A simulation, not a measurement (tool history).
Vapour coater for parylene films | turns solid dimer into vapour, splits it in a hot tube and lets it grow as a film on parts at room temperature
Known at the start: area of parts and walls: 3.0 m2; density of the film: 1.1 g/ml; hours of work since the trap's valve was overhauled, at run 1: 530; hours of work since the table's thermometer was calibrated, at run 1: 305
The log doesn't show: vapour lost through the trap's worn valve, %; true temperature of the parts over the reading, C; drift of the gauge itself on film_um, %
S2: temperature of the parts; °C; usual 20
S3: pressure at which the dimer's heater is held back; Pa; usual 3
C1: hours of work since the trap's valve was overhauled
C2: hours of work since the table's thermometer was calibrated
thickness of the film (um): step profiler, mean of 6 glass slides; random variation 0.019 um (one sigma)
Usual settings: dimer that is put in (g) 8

run 1 day=0 | dimer_that_is_put_in_(g)=8 S2=20 S3=3 | C1=530 C2=305 | thickness_of_the_film_(um)=1.64
run 2 day=0.692 | dimer_that_is_put_in_(g)=8 S2=20 S3=3 | C1=539 C2=314 | thickness_of_the_film_(um)=1.65
run 3 day=1.883 | dimer_that_is_put_in_(g)=8 S2=20 S3=3 | C1=555 C2=330 | thickness_of_the_film_(um)=1.67
run 4 day=2.421 | dimer_that_is_put_in_(g)=8 S2=20 S3=3 | C1=562 C2=337 | thickness_of_the_film_(um)=1.62
run 5 day=3.338 | dimer_that_is_put_in_(g)=8 S2=20 S3=3 | C1=574 C2=349 | thickness_of_the_film_(um)=1.64
run 6 day=3.85 | dimer_that_is_put_in_(g)=8 S2=20 S3=3 | C1=581 C2=356 | thickness_of_the_film_(um)=1.63
-- day=4.171 trap's valve overhauled
run 7 day=5.233 | dimer_that_is_put_in_(g)=8 S2=20 S3=3 | C1=14 C2=373 | thickness_of_the_film_(um)=1.67
run 8 day=6.421 | dimer_that_is_put_in_(g)=8 S2=20 S3=3 | C1=30 C2=388 | thickness_of_the_film_(um)=1.64
run 9 day=7.012 | dimer_that_is_put_in_(g)=6 S2=20 S3=3 | C1=38 C2=396 | thickness_of_the_film_(um)=1.26
run 10 day=7.946 | dimer_that_is_put_in_(g)=6 S2=20 S3=3 | C1=51 C2=409 | thickness_of_the_film_(um)=1.26
run 11 day=9.092 | dimer_that_is_put_in_(g)=6 S2=20 S3=3 | C1=66 C2=424 | thickness_of_the_film_(um)=1.23
run 12 day=10.188 | dimer_that_is_put_in_(g)=6 S2=20 S3=3 | C1=81 C2=439 | thickness_of_the_film_(um)=1.23
run 13 day=11.246 | dimer_that_is_put_in_(g)=6 S2=20 S3=3 | C1=95 C2=453 | thickness_of_the_film_(um)=1.25
run 14 day=12.342 | dimer_that_is_put_in_(g)=6 S2=20 S3=3 | C1=110 C2=468 | thickness_of_the_film_(um)=1.24
run 15 day=13.55 | dimer_that_is_put_in_(g)=6 S2=20 S3=3 | C1=126 C2=484 | thickness_of_the_film_(um)=1.25
run 16 day=14.333 | dimer_that_is_put_in_(g)=3 S2=26 S3=2.41 | C1=136 C2=495 | thickness_of_the_film_(um)=0.49
run 17 day=15.162 | dimer_that_is_put_in_(g)=13 S2=25 S3=2.66 | C1=147 C2=506 | thickness_of_the_film_(um)=2.27
run 18 day=15.804 | dimer_that_is_put_in_(g)=7 S2=25 S3=6.29 | C1=156 C2=514 | thickness_of_the_film_(um)=1.19
run 19 day=16.404 | dimer_that_is_put_in_(g)=5 S2=26 S3=9.41 | C1=164 C2=522 | thickness_of_the_film_(um)=0.78
run 20 day=17.038 | dimer_that_is_put_in_(g)=8 S2=25 S3=9.56 | C1=172 C2=531 | thickness_of_the_film_(um)=1.3
run 21 day=18.088 | dimer_that_is_put_in_(g)=10 S2=16 S3=3.29 | C1=187 C2=545 | thickness_of_the_film_(um)=2.36
run 22 day=18.8 | dimer_that_is_put_in_(g)=10 S2=16 S3=3.29 | C1=196 C2=554 | thickness_of_the_film_(um)=2.37
run 23 day=19.804 | dimer_that_is_put_in_(g)=8 S2=20 S3=8.4 | C1=210 C2=568 | thickness_of_the_film_(um)=1.57
run 24 day=20.346 | dimer_that_is_put_in_(g)=4 S2=17 S3=8.4 | C1=217 C2=575 | thickness_of_the_film_(um)=0.89
run 25 day=21.258 | dimer_that_is_put_in_(g)=8 S2=30 S3=5.36 | C1=229 C2=587 | thickness_of_the_film_(um)=1.11
run 26 day=22.229 | dimer_that_is_put_in_(g)=8 S2=30 S3=5.36 | C1=242 C2=600 | thickness_of_the_film_(um)=1.1
run 27 day=22.946 | dimer_that_is_put_in_(g)=10 S2=30 S3=5.36 | C1=252 C2=610 | thickness_of_the_film_(um)=1.4
run 28 day=24.138 | dimer_that_is_put_in_(g)=3 S2=23 S3=5.36 | C1=268 C2=626 | thickness_of_the_film_(um)=0.52

5 ways to go on from here, each from the tool as it stands after run 28. What would each give?
run A day=25.196 | dimer_that_is_put_in_(g)=6 S2=23 S3=3 | C1=282 C2=640 | thickness_of_the_film_(um)=?
run B day=25.196 | dimer_that_is_put_in_(g)=8 S2=19 S3=2.01 | C1=282 C2=640 | thickness_of_the_film_(um)=?
run C day=25.196 | dimer_that_is_put_in_(g)=4 S2=20 S3=3.96 | C1=282 C2=640 | thickness_of_the_film_(um)=?
run D day=25.196 | dimer_that_is_put_in_(g)=8 S2=26 S3=3.46 | C1=282 C2=640 | thickness_of_the_film_(um)=?
run E day=25.196 | dimer_that_is_put_in_(g)=8 S2=20 S3=5.5 | C1=282 C2=640 | thickness_of_the_film_(um)=?

run=A thickness_of_the_film_(um)=1.15
run=B thickness_of_the_film_(um)=1.73
run=C thickness_of_the_film_(um)=0.87
run=D thickness_of_the_film_(um)=1.33
run=E thickness_of_the_film_(um)=1.6
Without the tool's hidden state the same runs would have given:
run=A thickness_of_the_film_(um)=1.15
run=B thickness_of_the_film_(um)=1.73
run=C thickness_of_the_film_(um)=0.87
run=D thickness_of_the_film_(um)=1.34
run=E thickness_of_the_film_(um)=1.6

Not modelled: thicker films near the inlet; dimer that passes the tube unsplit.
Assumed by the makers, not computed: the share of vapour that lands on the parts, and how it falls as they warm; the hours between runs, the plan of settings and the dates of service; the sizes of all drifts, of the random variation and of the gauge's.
